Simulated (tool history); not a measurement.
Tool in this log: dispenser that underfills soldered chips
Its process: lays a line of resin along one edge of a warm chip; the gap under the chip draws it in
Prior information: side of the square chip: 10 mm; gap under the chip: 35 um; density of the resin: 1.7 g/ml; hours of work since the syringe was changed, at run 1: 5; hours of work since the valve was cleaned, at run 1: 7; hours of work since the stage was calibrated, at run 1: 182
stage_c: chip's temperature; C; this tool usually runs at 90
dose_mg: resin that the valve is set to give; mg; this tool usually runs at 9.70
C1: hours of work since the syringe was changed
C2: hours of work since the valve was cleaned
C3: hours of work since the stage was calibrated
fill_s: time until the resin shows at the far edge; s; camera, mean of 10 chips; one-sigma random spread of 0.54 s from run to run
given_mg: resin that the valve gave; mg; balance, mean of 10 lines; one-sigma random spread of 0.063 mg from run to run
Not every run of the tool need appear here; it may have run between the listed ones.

{"run": 1, "hour": 0.0, "stage_c": 90, "dose_mg": 9.7, "C1": 5, "C2": 7, "C3": 182, "fill_s": 55.3, "given_mg": 9.64}
{"hour": 8.3, "done": "new syringe of resin"}
{"run": 2, "hour": 8.3, "stage_c": 90, "dose_mg": 9.7, "C1": 0, "C2": 13, "C3": 188, "fill_s": 46.6, "given_mg": 9.51}
{"run": 3, "hour": 12.4, "stage_c": 90, "dose_mg": 9.7, "C1": 3, "C2": 16, "C3": 191, "fill_s": 52.3, "given_mg": 9.58}
{"run": 4, "hour": 18.2, "stage_c": 93, "dose_mg": 9.7, "C1": 7, "C2": 20, "C3": 195, "fill_s": 52.4, "given_mg": 9.44}
{"hour": 22.8, "done": "new syringe of resin"}
{"run": 5, "hour": 24.3, "stage_c": 93, "dose_mg": 11.96, "C1": 1, "C2": 24, "C3": 199, "fill_s": 41.0, "given_mg": 11.72}
{"run": 6, "hour": 29.9, "stage_c": 90, "dose_mg": 9.7, "C1": 5, "C2": 28, "C3": 203, "fill_s": 55.6, "given_mg": 9.45}
{"run": 7, "hour": 35.9, "stage_c": 90, "dose_mg": 8.85, "C1": 9, "C2": 32, "C3": 207, "fill_s": 65.1, "given_mg": 8.48}
{"hour": 37.3, "done": "new syringe of resin"}
{"run": 8, "hour": 43.5, "stage_c": 90, "dose_mg": 9.7, "C1": 4, "C2": 37, "C3": 212, "fill_s": 55.3, "given_mg": 9.39}
{"run": 9, "hour": 48.7, "stage_c": 90, "dose_mg": 12.15, "C1": 8, "C2": 41, "C3": 216, "fill_s": 61.8, "given_mg": 11.7}
{"hour": 52.3, "done": "new syringe of resin"}
{"run": 10, "hour": 55.2, "stage_c": 90, "dose_mg": 12.15, "C1": 2, "C2": 45, "C3": 220, "fill_s": 48.4, "given_mg": 11.53}
{"run": 11, "hour": 61.9, "stage_c": 90, "dose_mg": 12.15, "C1": 7, "C2": 50, "C3": 225, "fill_s": 57.7, "given_mg": 11.56}
{"hour": 67.1, "done": "new syringe of resin"}
{"run": 12, "hour": 67.4, "stage_c": 85, "dose_mg": 9.7, "C1": 0, "C2": 53, "C3": 228, "fill_s": 60.3, "given_mg": 9.2}
{"hour": 75.6, "done": "dispensing valve cleaned and set on the balance"}
{"run": 13, "hour": 76.8, "stage_c": 85, "dose_mg": 9.7, "C1": 6, "C2": 1, "C3": 234, "fill_s": 72.9, "given_mg": 9.8}
{"hour": 82.7, "done": "new syringe of resin"}
{"run": 14, "hour": 83.6, "stage_c": 85, "dose_mg": 9.7, "C1": 1, "C2": 5, "C3": 239, "fill_s": 60.1, "given_mg": 9.59}
{"run": 15, "hour": 88.4, "stage_c": 85, "dose_mg": 9.7, "C1": 4, "C2": 9, "C3": 242, "fill_s": 67.5, "given_mg": 9.63}
{"run": 16, "hour": 93.1, "stage_c": 90, "dose_mg": 9.7, "C1": 7, "C2": 12, "C3": 246, "fill_s": 59.1, "given_mg": 9.55}
{"hour": 97.3, "done": "new syringe of resin"}
{"run": 17, "hour": 98.4, "stage_c": 90, "dose_mg": 9.7, "C1": 1, "C2": 16, "C3": 249, "fill_s": 47.2, "given_mg": 9.55}
{"run": 18, "hour": 102.2, "stage_c": 90, "dose_mg": 11.36, "C1": 3, "C2": 18, "C3": 252, "fill_s": 51.5, "given_mg": 11.18}
{"run": 19, "hour": 109.5, "stage_c": 100, "dose_mg": 9.58, "C1": 9, "C2": 23, "C3": 257, "fill_s": 39.1, "given_mg": 9.37}
{"hour": 112.2, "done": "new syringe of resin"}
{"run": 20, "hour": 113.7, "stage_c": 100, "dose_mg": 9.58, "C1": 1, "C2": 26, "C3": 260, "fill_s": 30.5, "given_mg": 9.37}
{"run": 21, "hour": 122.3, "stage_c": 100, "dose_mg": 9.58, "C1": 7, "C2": 32, "C3": 266, "fill_s": 38.1, "given_mg": 9.19}
{"hour": 126.9, "done": "new syringe of resin"}
{"run": 22, "hour": 129.4, "stage_c": 77, "dose_mg": 9.7, "C1": 2, "C2": 37, "C3": 271, "fill_s": 100.4, "given_mg": 9.34}
{"run": 23, "hour": 137.6, "stage_c": 98, "dose_mg": 11.82, "C1": 8, "C2": 43, "C3": 276, "fill_s": 42.9, "given_mg": 11.23}
{"hour": 141.5, "done": "new syringe of resin"}
{"run": 24, "hour": 142.6, "stage_c": 81, "dose_mg": 11.73, "C1": 1, "C2": 46, "C3": 280, "fill_s": 73.3, "given_mg": 11.13}
{"run": 25, "hour": 148.1, "stage_c": 90, "dose_mg": 10.44, "C1": 5, "C2": 50, "C3": 283, "fill_s": 53.7, "given_mg": 9.97}
{"hour": 156.0, "done": "new syringe of resin"}
{"run": 26, "hour": 156.9, "stage_c": 83, "dose_mg": 11.48, "C1": 1, "C2": 56, "C3": 289, "fill_s": 68.1, "given_mg": 10.94}
{"hour": 161.8, "done": "dispensing valve cleaned and set on the balance"}
{"run": 27, "hour": 163.7, "stage_c": 76, "dose_mg": 11.59, "C1": 5, "C2": 1, "C3": 294, "fill_s": 111.1, "given_mg": 11.68}
{"run": 28, "hour": 170.4, "stage_c": 100, "dose_mg": 12.53, "C1": 9, "C2": 6, "C3": 298, "fill_s": 41.3, "given_mg": 12.58}
{"hour": 171.8, "done": "new syringe of resin"}
{"run": 29, "hour": 177.7, "stage_c": 92, "dose_mg": 8.49, "C1": 4, "C2": 11, "C3": 303, "fill_s": 50.4, "given_mg": 8.36}
{"run": 30, "hour": 181.3, "stage_c": 92, "dose_mg": 8.49, "C1": 7, "C2": 14, "C3": 306, "fill_s": 55.5, "given_mg": 8.36}
{"hour": 186.7, "done": "new syringe of resin"}
{"run": 31, "hour": 187.7, "stage_c": 92, "dose_mg": 8.49, "C1": 1, "C2": 18, "C3": 310, "fill_s": 45.9, "given_mg": 8.44}
{"run": 32, "hour": 196.0, "stage_c": 84, "dose_mg": 9.7, "C1": 7, "C2": 24, "C3": 316, "fill_s": 80.8, "given_mg": 9.49}
{"hour": 201.5, "done": "new syringe of resin"}
{"run": 33, "hour": 202.6, "stage_c": 84, "dose_mg": 9.7, "C1": 1, "C2": 28, "C3": 320, "fill_s": 65.9, "given_mg": 9.4}
{"run": 34, "hour": 206.7, "stage_c": 80, "dose_mg": 9.77, "C1": 4, "C2": 31, "C3": 323, "fill_s": 89.1, "given_mg": 9.54}
{"run": 35, "hour": 215.2, "stage_c": 76, "dose_mg": 9.82, "C1": 10, "C2": 37, "C3": 329, "fill_s": 135.9, "given_mg": 9.59}
{"hour": 216.1, "done": "new syringe of resin"}
{"run": 36, "hour": 222.6, "stage_c": 80, "dose_mg": 9.7, "C1": 5, "C2": 42, "C3": 334, "fill_s": 89.1, "given_mg": 9.39}

Hidden state at the last listed run before each entry between runs and at the first one after, where it differs:
In the gap between runs 1 and 2: new syringe of resin (hour 8.3)
  resin's viscosity, % of fresh resin's: 118.3 -> 100.3; dose that the valve gives, % of what is set: 99.2 -> 98.65; true chip temperature over the reading, C: -0.33 -> -0.34
  measured result minus the result with no hidden state, fill_s: +9.4 -> +0.9 s; given_mg: -0.08 -> -0.13 mg
In the gap between runs 4 and 5: new syringe of resin (hour 22.8)
  resin's viscosity, % of fresh resin's: 129.5 -> 103.8; dose that the valve gives, % of what is set: 97.94 -> 97.55; true chip temperature over the reading, C: -0.36 -> -0.37
  measured result minus the result with no hidden state, fill_s: +12.6 -> +2.2 s; given_mg: -0.20 -> -0.29 mg
In the gap between runs 7 and 8: new syringe of resin (hour 37.3)
  resin's viscosity, % of fresh resin's: 140.1 -> 118.3; dose that the valve gives, % of what is set: 96.74 -> 96.24; true chip temperature over the reading, C: -0.39 -> -0.4
  measured result minus the result with no hidden state, fill_s: +19.7 -> +9.6 s; given_mg: -0.29 -> -0.37 mg
In the gap between runs 9 and 10: new syringe of resin (hour 52.3)
  resin's viscosity, % of fresh resin's: 135.4 -> 106.9; dose that the valve gives, % of what is set: 95.85 -> 95.38; true chip temperature over the reading, C: -0.41 -> -0.42
  measured result minus the result with no hidden state, fill_s: +17.1 -> +4.0 s; given_mg: -0.50 -> -0.55 mg
In the gap between runs 11 and 12: new syringe of resin (hour 67.1)
  resin's viscosity, % of fresh resin's: 127.3 -> 100.8; dose that the valve gives, % of what is set: 94.9 -> 94.57; true chip temperature over the reading, C: -0.43 -> -0.44
  measured result minus the result with no hidden state, fill_s: +13.2 -> +2.1 s; given_mg: -0.62 -> -0.52 mg
In the gap between runs 12 and 13: dispensing valve cleaned and set on the balance (hour 75.6)
  resin's viscosity, % of fresh resin's: 100.8 -> 125.3; dose that the valve gives, % of what is set: 94.57 -> 99.9; true chip temperature over the reading, C: -0.44 -> -0.45
  measured result minus the result with no hidden state, fill_s: +2.1 -> +16.1 s; given_mg: -0.52 -> +0.00 mg
In the gap between runs 13 and 14: new syringe of resin (hour 82.7)
  resin's viscosity, % of fresh resin's: 125.3 -> 101.6; dose that the valve gives, % of what is set: 99.9 -> 99.48; true chip temperature over the reading, C: -0.45 -> -0.46
  measured result minus the result with no hidden state, fill_s: +16.1 -> +2.3 s; given_mg: +0.00 -> -0.05 mg
In the gap between runs 16 and 17: new syringe of resin (hour 97.3)
  resin's viscosity, % of fresh resin's: 129.9 -> 102.5; dose that the valve gives, % of what is set: 98.77 -> 98.44
  measured result minus the result with no hidden state, fill_s: +14.7 -> +2.3 s; given_mg: -0.12 -> -0.15 mg
In the gap between runs 19 and 20: new syringe of resin (hour 112.2)
  resin's viscosity, % of fresh resin's: 136.7 -> 104.5; dose that the valve gives, % of what is set: 97.73 -> 97.48; true chip temperature over the reading, C: -0.5 -> -0.51
  measured result minus the result with no hidden state, fill_s: +11.2 -> +2.1 s; given_mg: -0.21 -> -0.24 mg
In the gap between runs 21 and 22: new syringe of resin (hour 126.9)
  resin's viscosity, % of fresh resin's: 130.4 -> 110.6; dose that the valve gives, % of what is set: 96.91 -> 96.44; true chip temperature over the reading, C: -0.52 -> -0.53
  measured result minus the result with no hidden state, fill_s: +9.5 -> +12.4 s; given_mg: -0.29 -> -0.34 mg
In the gap between runs 23 and 24: new syringe of resin (hour 141.5)
  resin's viscosity, % of fresh resin's: 136.5 -> 102.2; dose that the valve gives, % of what is set: 95.87 -> 95.55; true chip temperature over the reading, C: -0.54 -> -0.55
  measured result minus the result with no hidden state, fill_s: +12.1 -> +3.7 s; given_mg: -0.49 -> -0.52 mg
In the gap between runs 25 and 26: new syringe of resin (hour 156.0)
  resin's viscosity, % of fresh resin's: 117.9 -> 104.8; dose that the valve gives, % of what is set: 95.15 -> 94.56; true chip temperature over the reading, C: -0.56 -> -0.57
  measured result minus the result with no hidden state, fill_s: +9.6 -> +5.1 s; given_mg: -0.50 -> -0.63 mg
In the gap between runs 26 and 27: dispensing valve cleaned and set on the balance (hour 161.8)
  resin's viscosity, % of fresh resin's: 104.8 -> 121.8; dose that the valve gives, % of what is set: 94.56 -> 100.08; true chip temperature over the reading, C: -0.57 -> -0.58
  measured result minus the result with no hidden state, fill_s: +5.1 -> +22.6 s; given_mg: -0.63 -> +0.01 mg
In the gap between runs 28 and 29: new syringe of resin (hour 171.8)
  resin's viscosity, % of fresh resin's: 145.1 -> 117.5; dose that the valve gives, % of what is set: 99.61 -> 99.08; true chip temperature over the reading, C: -0.59 -> -0.61
  measured result minus the result with no hidden state, fill_s: +13.6 -> +8.8 s; given_mg: -0.05 -> -0.08 mg
In the gap between runs 30 and 31: new syringe of resin (hour 186.7)
  resin's viscosity, % of fresh resin's: 128.8 -> 104.3; dose that the valve gives, % of what is set: 98.81 -> 98.38; true chip temperature over the reading, C: -0.61 -> -0.62
  measured result minus the result with no hidden state, fill_s: +13.7 -> +3.3 s; given_mg: -0.10 -> -0.13 mg
In the gap between runs 32 and 33: new syringe of resin (hour 201.5)
  resin's viscosity, % of fresh resin's: 129.4 -> 104.3; dose that the valve gives, % of what is set: 97.8 -> 97.37; true chip temperature over the reading, C: -0.64 -> -0.65
  measured result minus the result with no hidden state, fill_s: +20.4 -> +4.8 s; given_mg: -0.22 -> -0.26 mg
In the gap between runs 35 and 36: new syringe of resin (hour 216.1)
  resin's viscosity, % of fresh resin's: 144.6 -> 116.5; dose that the valve gives, % of what is set: 96.48 -> 95.97; true chip temperature over the reading, C: -0.67 -> -0.68
  measured result minus the result with no hidden state, fill_s: +45.5 -> +15.6 s; given_mg: -0.34 -> -0.39 mg

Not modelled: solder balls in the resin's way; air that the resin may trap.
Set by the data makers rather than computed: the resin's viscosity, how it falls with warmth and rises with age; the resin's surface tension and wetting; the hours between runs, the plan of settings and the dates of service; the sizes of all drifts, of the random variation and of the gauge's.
